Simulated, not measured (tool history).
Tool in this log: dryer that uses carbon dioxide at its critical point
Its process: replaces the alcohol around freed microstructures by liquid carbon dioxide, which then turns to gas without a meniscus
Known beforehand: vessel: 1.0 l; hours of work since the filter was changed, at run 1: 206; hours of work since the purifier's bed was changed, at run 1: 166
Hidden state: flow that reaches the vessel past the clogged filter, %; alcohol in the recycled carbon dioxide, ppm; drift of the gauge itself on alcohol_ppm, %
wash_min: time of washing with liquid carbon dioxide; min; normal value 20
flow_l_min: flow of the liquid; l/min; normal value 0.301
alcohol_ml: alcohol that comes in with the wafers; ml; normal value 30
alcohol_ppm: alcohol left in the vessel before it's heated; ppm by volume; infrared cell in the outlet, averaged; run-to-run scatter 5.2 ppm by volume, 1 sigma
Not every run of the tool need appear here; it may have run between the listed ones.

run	hour	wash_min	flow_l_min	alcohol_ml	hours of work since the filter was changed	hours of work since the purifier's bed was changed	alcohol_ppm
1	0	20	0.301	30	206	166	188
2	9.1	20	0.301	30	211	170	187
3	23.1	20	0.301	30	218	177	194
4	41.7	20	0.301	30	227	186	193
5	55.4	20	0.384	30	233	193	81
6	64.3	20	0.301	102	238	198	590
7	76.8	23	0.301	30	244	204	109
8	88.6	20	0.301	30	250	210	204
9	105.5	20	0.301	30	258	218	213
10	118.9	20	0.301	30	265	224	220
11	132.4	29	0.273	25	271	231	84
12	141.4	29	0.273	25	276	236	78
13	157.3	16	0.273	98	284	243	2386
14	167.7	28	0.198	30	289	248	332
15	182	28	0.198	30	296	256	348
16	197.2	28	0.198	30	303	263	351
17	209.1	25	0.301	31	309	269	102

Each row is a separate what-if for the run after 17, all from the same tool condition, not one after another. Results?
A	217.4	18	0.306	21	313	273	?
B	217.4	18	0.268	30	313	273	?
C	217.4	20	0.301	22	313	273	?

run	alcohol_ppm
A	259
B	562
C	181
Stripped of hidden state, with their random variation kept, the same runs would have yielded:
run	alcohol_ppm
A	120
B	310
C	67
